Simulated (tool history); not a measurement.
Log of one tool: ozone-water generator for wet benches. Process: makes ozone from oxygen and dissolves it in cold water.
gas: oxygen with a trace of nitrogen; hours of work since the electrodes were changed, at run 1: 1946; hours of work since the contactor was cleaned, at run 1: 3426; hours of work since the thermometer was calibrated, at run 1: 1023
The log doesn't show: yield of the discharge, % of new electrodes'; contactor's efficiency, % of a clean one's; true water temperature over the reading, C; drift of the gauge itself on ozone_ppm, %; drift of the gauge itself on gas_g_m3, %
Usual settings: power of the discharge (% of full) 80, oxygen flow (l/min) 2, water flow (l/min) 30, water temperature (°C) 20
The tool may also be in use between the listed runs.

run   hour  power of the discharge (% of full)  oxygen flow (l/min)  water flow (l/min)  water temperature (°C)  hours of work since the electrodes were changed  hours of work since the contactor was cleaned  hours of work since the thermometer was calibrated  dissolved ozone (ppm)  ozone in the gas ahead of the water (g/m3)
  1      0                                  80                    2                  30                      20                                             1946                                           3426                                                1023                    7.7                                       234.7
  2   36.4                                  80                    2                  30                      20                                             1982                                           3462                                                1059                    7.5                                         236
  3   89.6                                  80                    2                  30                      20                                             2035                                           3515                                                1112                    7.8                                         235
  4  141.3                                  80                    2                  30                      20                                             2087                                           3566                                                1163                    7.8                                       235.5
  5  193.6                                  80                    2                  30                      20                                             2139                                           3618                                                1215                    7.5                                       233.1
  6  217.7                                  80                    2                  30                      20                                             2163                                           3642                                                1239                    7.7                                       230.7
  7  261.5                                  80                    2                  30                      20                                             2206                                           3686                                                1283                    7.6                                       233.7

Forecast run 8:
  8  314.8                                  74                    2                  22                      20                                             2259                                           3739                                                1336                      ?                                           ?

{"run 8": {"dissolved ozone (ppm)": 10.5, "ozone in the gas ahead of the water (g/m3)": 219.6}}
Without the tool's hidden state the same run would have given dissolved ozone (ppm) 10.5, ozone in the gas ahead of the water (g/m3) 222.

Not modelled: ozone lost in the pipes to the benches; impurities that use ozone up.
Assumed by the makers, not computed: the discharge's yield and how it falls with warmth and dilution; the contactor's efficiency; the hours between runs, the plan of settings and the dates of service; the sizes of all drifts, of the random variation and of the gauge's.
